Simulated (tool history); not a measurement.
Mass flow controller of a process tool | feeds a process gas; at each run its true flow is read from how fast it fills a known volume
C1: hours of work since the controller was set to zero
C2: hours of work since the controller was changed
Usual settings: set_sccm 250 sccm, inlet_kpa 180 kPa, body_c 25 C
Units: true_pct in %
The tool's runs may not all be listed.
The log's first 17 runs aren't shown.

Run 18, hour 2883.7: usual settings but set_sccm 262 sccm, body_c 36 C; C1 1240; C2 1240. Result: true_pct 100.08 %.
Run 19, hour 2984.4: usual settings but body_c 37 C; C1 1290; C2 1290. Result: true_pct 100.03 %.
Run 20, hour 3185.4: usual settings but body_c 37 C; C1 1389; C2 1389. Result: true_pct 99.97 %.
Run 21, hour 3388.6: usual settings but body_c 37 C; C1 1489; C2 1489. Result: true_pct 100.06 %.
Run 22, hour 3557.7: usual settings but set_sccm 101 sccm, inlet_kpa 142 kPa, body_c 23 C; C1 1573; C2 1573. Result: true_pct 98.42 %.
Run 23, hour 3762: usual settings but set_sccm 160 sccm, inlet_kpa 234 kPa, body_c 23 C; C1 1674; C2 1674. Result: true_pct 98.75 %.
Run 24, hour 3909.3: usual settings but body_c 22 C; C1 1746; C2 1746. Result: true_pct 99.43 %.
Run 25, hour 4156.4: usual settings but body_c 24 C; C1 1868; C2 1868. Result: true_pct 99.4 %.
Run 26, hour 4323.8: usual settings but inlet_kpa 248 kPa, body_c 33 C; C1 1951; C2 1951. Result: true_pct 99.65 %.
Run 27, hour 4550.4: usual settings but inlet_kpa 163 kPa, body_c 28 C; C1 2062; C2 2062. Result: true_pct 99.81 %.
Run 28, hour 4690.4: usual settings but inlet_kpa 163 kPa, body_c 28 C; C1 2131; C2 2131. Result: true_pct 99.64 %.
Run 29, hour 4826.3: usual settings but inlet_kpa 173 kPa, body_c 28 C; C1 2198; C2 2198. Result: true_pct 99.71 %.
Run 30, hour 4988.7: usual settings but set_sccm 418 sccm, body_c 32 C; C1 2278; C2 2278. Result: true_pct 100.66 %.
Run 31, hour 5130.4: usual settings but inlet_kpa 147 kPa, body_c 28 C; C1 2348; C2 2348. Result: true_pct 99.89 %.
Run 32, hour 5253.7: usual settings but set_sccm 298 sccm, inlet_kpa 216 kPa, body_c 24 C; C1 2409; C2 2409. Result: true_pct 99.67 %.
Run 33, hour 5390: usual settings but set_sccm 298 sccm, inlet_kpa 216 kPa, body_c 24 C; C1 2476; C2 2476. Result: true_pct 99.68 %.
Run 34, hour 5548.6: usual settings but set_sccm 493 sccm, inlet_kpa 268 kPa, body_c 24 C; C1 2554; C2 2554. Result: true_pct 100.43 %.
Run 35, hour 5794.8: usual settings but set_sccm 75 sccm, inlet_kpa 197 kPa, body_c 34 C; C1 2676; C2 2676. Result: true_pct 98.3 %.
Run 36, hour 6035.6: usual settings but set_sccm 75 sccm, inlet_kpa 197 kPa, body_c 34 C; C1 2795; C2 2795. Result: true_pct 98.28 %.
Run 37, hour 6187.9: usual settings but set_sccm 71 sccm, body_c 22 C; C1 2870; C2 2870. Result: true_pct 97.54 %.
Run 38, hour 6423.2: usual settings but set_sccm 71 sccm, body_c 22 C; C1 2986; C2 2986. Result: true_pct 97.53 %.
Run 39, hour 6633.5: usual settings but set_sccm 71 sccm, body_c 22 C; C1 3089; C2 3089. Result: true_pct 97.47 %.

4 ways to go on from here, each from the tool as it stands after run 39. What would each give?
Run A, hour 6750.9: usual settings but body_c 39 C; C1 3147; C2 3147. Result: true_pct ?.
Run B, hour 6750.9: usual settings but set_sccm 168 sccm, inlet_kpa 275 kPa, body_c 22 C; C1 3147; C2 3147. Result: true_pct ?.
Run C, hour 6750.9: usual settings but set_sccm 71 sccm; C1 3147; C2 3147. Result: true_pct ?.
Run D, hour 6750.9: usual settings but set_sccm 115 sccm, inlet_kpa 141 kPa, body_c 26 C; C1 3147; C2 3147. Result: true_pct ?.

run  true_pct
  A    100.34
  B     98.57
  C     97.64
  D     98.73
Without the tool's hidden state the same runs would have given:
run  true_pct
  A     99.85
  B     98.37
  C     98.62
  D     98.92
